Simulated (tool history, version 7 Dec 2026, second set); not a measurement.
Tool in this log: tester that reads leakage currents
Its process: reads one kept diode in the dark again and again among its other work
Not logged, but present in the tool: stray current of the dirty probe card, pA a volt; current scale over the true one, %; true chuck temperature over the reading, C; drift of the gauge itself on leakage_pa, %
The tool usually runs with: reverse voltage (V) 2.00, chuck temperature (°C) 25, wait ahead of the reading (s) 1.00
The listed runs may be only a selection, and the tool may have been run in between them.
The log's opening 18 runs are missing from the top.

run	hour	reverse voltage (V)	chuck temperature (°C)	wait ahead of the reading (s)	hours of work since the probe card was cleaned	hours of work since the tester was calibrated	hours of work since the chuck was calibrated	current that the tester gives (pA)
19	579.3	2.00	25	1.17	326	1167	674	60.58
20	613.3	2.00	25	1.17	345	1186	693	60.80
21	644.3	17.76	47	6.29	363	1203	710	821.87
22	681.7	3.26	27	3.20	384	1224	731	85.99
23	712.4	5.36	32	1.26	401	1242	749	159.82
24	750.8	12.45	23	1.00	422	1263	770	101.60
25	775.8	1.51	23	1.00	437	1277	784	45.88
26	804.8	1.51	23	1.00	453	1294	801	45.80
27	835.9	10.99	25	2.15	470	1311	818	115.25
28	872.8	18.67	25	2.15	491	1332	839	140.13
29	907.8	10.23	27	1.00	511	1351	859	133.48
30	927.2	2.00	50	3.10	522	1362	869	459.18
31	946.9	2.00	36	1.00	533	1373	880	153.55
32	987.6	2.50	36	1.16	556	1396	903	166.69
33	1032.1	1.22	55	5.95	581	1421	928	549.08
34	1074.5	11.73	22	1.00	605	1445	952	91.37
35	1099.6	11.73	22	1.00	619	1459	966	90.66
36	1123.5	3.53	21	1.00	632	1473	980	52.63
37	1161.3	3.22	21	1.00	653	1494	1001	50.53
38	1196.0	3.22	21	1.00	673	1514	1021	50.49
39	1230.2	2.83	21	0.51	692	1533	1040	48.56

Consider 4 possible next runs. They are alternatives, not a sequence: every one starts from the tool as it was left by run 39. What does each give?
A	1253.5	1.25	25	0.48	705	1546	1053	?
B	1253.5	13.69	20	3.31	705	1546	1053	?
C	1253.5	2.00	25	4.98	705	1546	1053	?
D	1253.5	1.90	21	0.51	705	1546	1053	?

run	current that the tester gives (pA)
A	50.63
B	80.71
C	59.93
D	41.41
Without the tool's unlogged condition, the same runs would have read:
run	current that the tester gives (pA)
A	52.12
B	80.93
C	61.59
D	42.49

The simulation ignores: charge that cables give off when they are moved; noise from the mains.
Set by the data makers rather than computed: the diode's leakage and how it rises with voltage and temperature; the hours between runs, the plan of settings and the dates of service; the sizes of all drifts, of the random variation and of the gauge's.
